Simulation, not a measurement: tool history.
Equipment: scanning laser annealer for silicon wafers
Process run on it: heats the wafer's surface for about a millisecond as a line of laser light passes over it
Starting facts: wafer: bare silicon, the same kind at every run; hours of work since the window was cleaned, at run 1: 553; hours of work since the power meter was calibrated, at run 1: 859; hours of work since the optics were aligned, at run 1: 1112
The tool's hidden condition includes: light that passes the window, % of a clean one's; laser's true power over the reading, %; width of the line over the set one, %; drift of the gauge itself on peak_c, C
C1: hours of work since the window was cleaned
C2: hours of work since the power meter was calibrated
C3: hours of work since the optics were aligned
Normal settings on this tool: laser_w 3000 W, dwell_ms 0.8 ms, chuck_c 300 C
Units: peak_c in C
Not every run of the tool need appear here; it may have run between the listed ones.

Run 1, hour 0: usual settings; C1 553; C2 859; C3 1112. Result: peak_c 1103 C.
Run 2, hour 24.8: usual settings; C1 566; C2 872; C3 1125. Result: peak_c 1094 C.
At hour 55.2: optics aligned, line set to its width.
Run 3, hour 74.1: usual settings; C1 590; C2 895; C3 10. Result: peak_c 1101 C.
Run 4, hour 100: usual settings; C1 603; C2 909; C3 24. Result: peak_c 1102 C.
Run 5, hour 154.7: usual settings; C1 632; C2 938; C3 53. Result: peak_c 1097 C.
At hour 169.3: window over the wafer cleaned.
Run 6, hour 201.3: usual settings; C1 17; C2 962; C3 76. Result: peak_c 1120 C.
Run 7, hour 239.3: usual settings; C1 37; C2 982; C3 97. Result: peak_c 1119 C.
Run 8, hour 293.9: usual settings; C1 66; C2 1011; C3 126. Result: peak_c 1114 C.
Run 9, hour 329.7: usual settings but laser_w 3039 W; C1 85; C2 1030; C3 145. Result: peak_c 1130 C.
Run 10, hour 362.8: usual settings but laser_w 3039 W; C1 103; C2 1047; C3 162. Result: peak_c 1128 C.
Run 11, hour 404.4: usual settings but laser_w 3039 W; C1 125; C2 1070; C3 184. Result: peak_c 1124 C.
Run 12, hour 447.1: usual settings but laser_w 3039 W; C1 147; C2 1092; C3 207. Result: peak_c 1123 C.
Run 13, hour 499.4: usual settings but dwell_ms 0.931 ms; C1 175; C2 1120; C3 235. Result: peak_c 1176 C.
Run 14, hour 539.2: usual settings but dwell_ms 0.931 ms; C1 196; C2 1141; C3 256. Result: peak_c 1176 C.
Run 15, hour 598: usual settings but laser_w 2689 W, chuck_c 274 C; C1 227; C2 1172; C3 287. Result: peak_c 991 C.
Run 16, hour 640.3: usual settings but laser_w 2940 W, chuck_c 274 C; C1 250; C2 1195; C3 309. Result: peak_c 1063 C.
Run 17, hour 667.2: usual settings but laser_w 2940 W, chuck_c 274 C; C1 264; C2 1209; C3 324. Result: peak_c 1061 C.
Run 18, hour 698.9: usual settings but laser_w 2940 W, chuck_c 274 C; C1 281; C2 1226; C3 341. Result: peak_c 1059 C.
Run 19, hour 731.8: usual settings but laser_w 2984 W, dwell_ms 0.736 ms; C1 299; C2 1243; C3 358. Result: peak_c 1063 C.
Run 20, hour 786.6: usual settings but laser_w 2984 W, dwell_ms 0.736 ms; C1 328; C2 1272; C3 387. Result: peak_c 1066 C.
Run 21, hour 827.6: usual settings but laser_w 2937 W, dwell_ms 0.896 ms, chuck_c 277 C; C1 349; C2 1294; C3 409. Result: peak_c 1111 C.
Run 22, hour 854.7: usual settings but laser_w 2869 W, dwell_ms 0.681 ms, chuck_c 277 C; C1 364; C2 1308; C3 423. Result: peak_c 982 C.
Run 23, hour 879.8: usual settings but laser_w 2869 W, dwell_ms 0.681 ms, chuck_c 277 C; C1 377; C2 1322; C3 437. Result: peak_c 978 C.
Run 24, hour 906.7: usual settings but laser_w 2869 W, dwell_ms 0.681 ms, chuck_c 277 C; C1 391; C2 1336; C3 451. Result: peak_c 974 C.
Run 25, hour 960.6: usual settings but chuck_c 323 C; C1 420; C2 1365; C3 479. Result: peak_c 1124 C.
Run 26, hour 988.5: usual settings but laser_w 3248 W, dwell_ms 0.595 ms, chuck_c 321 C; C1 435; C2 1379; C3 494. Result: peak_c 1064 C.

Run 27 comes next. What will it give?
Run 27, hour 1028.6: usual settings but laser_w 2992 W, dwell_ms 0.885 ms, chuck_c 309 C; C1 456; C2 1401; C3 516. Result: peak_c ?.

{"run 27": {"peak_c": 1151}}
With no hidden state in the tool, this same run would have given peak_c 1190 C.
